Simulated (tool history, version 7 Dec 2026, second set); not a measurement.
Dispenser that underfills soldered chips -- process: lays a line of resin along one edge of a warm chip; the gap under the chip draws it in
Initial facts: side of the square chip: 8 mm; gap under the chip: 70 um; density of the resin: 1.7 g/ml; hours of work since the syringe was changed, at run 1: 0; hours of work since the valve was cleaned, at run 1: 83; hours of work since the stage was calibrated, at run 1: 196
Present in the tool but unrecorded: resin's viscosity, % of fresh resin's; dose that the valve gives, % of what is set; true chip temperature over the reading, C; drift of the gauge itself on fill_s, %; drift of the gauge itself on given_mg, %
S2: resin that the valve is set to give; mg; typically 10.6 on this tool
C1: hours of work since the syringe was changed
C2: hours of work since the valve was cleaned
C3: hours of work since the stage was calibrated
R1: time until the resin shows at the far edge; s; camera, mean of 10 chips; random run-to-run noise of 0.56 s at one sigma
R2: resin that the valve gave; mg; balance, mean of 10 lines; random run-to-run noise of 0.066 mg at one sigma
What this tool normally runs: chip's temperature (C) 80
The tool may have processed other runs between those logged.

run 1 day=0.000 | chip's_temperature_(C)=80 S2=10.6 | C1=0 C2=83 C3=196 | R1=50.1 R2=9.91
run 2 day=0.217 | chip's_temperature_(C)=76 S2=10.6 | C1=3 C2=87 C3=199 | R1=70.7 R2=9.91
-- day=0.371 new syringe of resin
run 3 day=0.592 | chip's_temperature_(C)=67 S2=10.6 | C1=4 C2=93 C3=205 | R1=102.9 R2=9.86
-- day=0.762 new syringe of resin
run 4 day=0.967 | chip's_temperature_(C)=67 S2=10.6 | C1=3 C2=98 C3=211 | R1=101.8 R2=9.84
-- day=1.146 new syringe of resin
-- day=1.350 dispensing valve cleaned and set on the balance
run 5 day=1.529 | chip's_temperature_(C)=67 S2=10.6 | C1=5 C2=3 C3=219 | R1=113.4 R2=10.52
-- day=1.571 new syringe of resin
run 6 day=1.775 | chip's_temperature_(C)=80 S2=11.8 | C1=3 C2=7 C3=223 | R1=55.3 R2=11.79
-- day=1.942 new syringe of resin
run 7 day=2.038 | chip's_temperature_(C)=80 S2=11.8 | C1=2 C2=11 C3=227 | R1=52.0 R2=11.75
-- day=2.317 new syringe of resin
run 8 day=2.358 | chip's_temperature_(C)=80 S2=11.8 | C1=1 C2=16 C3=232 | R1=50.2 R2=11.78
-- day=2.692 new syringe of resin
run 9 day=2.817 | chip's_temperature_(C)=80 S2=11.8 | C1=2 C2=23 C3=239 | R1=52.5 R2=11.62
-- day=3.058 new syringe of resin
run 10 day=3.312 | chip's_temperature_(C)=80 S2=11.8 | C1=4 C2=31 C3=247 | R1=56.9 R2=11.52
-- day=3.450 new syringe of resin
run 11 day=3.604 | chip's_temperature_(C)=80 S2=11.8 | C1=2 C2=35 C3=251 | R1=54.4 R2=11.48
-- day=3.817 new syringe of resin
run 12 day=4.088 | chip's_temperature_(C)=73 S2=9.1 | C1=4 C2=43 C3=259 | R1=85.6 R2=8.75
-- day=4.212 new syringe of resin
run 13 day=4.317 | chip's_temperature_(C)=93 S2=10.0 | C1=2 C2=46 C3=262 | R1=31.8 R2=9.63
-- day=4.588 new syringe of resin
run 14 day=4.671 | chip's_temperature_(C)=80 S2=12.9 | C1=1 C2=52 C3=268 | R1=52.1 R2=12.50
-- day=4.983 new syringe of resin
run 15 day=5.150 | chip's_temperature_(C)=84 S2=11.0 | C1=3 C2=59 C3=275 | R1=46.7 R2=10.38
-- day=5.371 new syringe of resin
run 16 day=5.408 | chip's_temperature_(C)=89 S2=10.6 | C1=1 C2=63 C3=279 | R1=35.0 R2=10.11
-- day=5.746 new syringe of resin
run 17 day=5.838 | chip's_temperature_(C)=80 S2=10.0 | C1=1 C2=70 C3=286 | R1=53.9 R2=9.51
-- day=6.108 new syringe of resin
run 18 day=6.129 | chip's_temperature_(C)=68 S2=9.9 | C1=0 C2=74 C3=290 | R1=88.2 R2=9.40

Measured result minus the same run's result without the hidden state. Both carry the same run-to-run variation, though not necessarily the same gauge scatter:
run=1 R1=+1.9 R2=-0.67
run=2 R1=+12.5 R2=-0.70
run=3 R1=+17.6 R2=-0.74
run=4 R1=+15.8 R2=-0.78
run=5 R1=+28.4 R2=-0.02
run=6 R1=+8.4 R2=-0.05
run=7 R1=+4.6 R2=-0.09
run=8 R1=+2.9 R2=-0.14
run=9 R1=+6.3 R2=-0.20
run=10 R1=+11.1 R2=-0.26
run=11 R1=+7.4 R2=-0.31
run=12 R1=+18.6 R2=-0.29
run=13 R1=+3.5 R2=-0.34
run=14 R1=+5.0 R2=-0.49
run=15 R1=+6.6 R2=-0.48
run=16 R1=+2.2 R2=-0.49
run=17 R1=+5.7 R2=-0.52
run=18 R1=+5.8 R2=-0.54
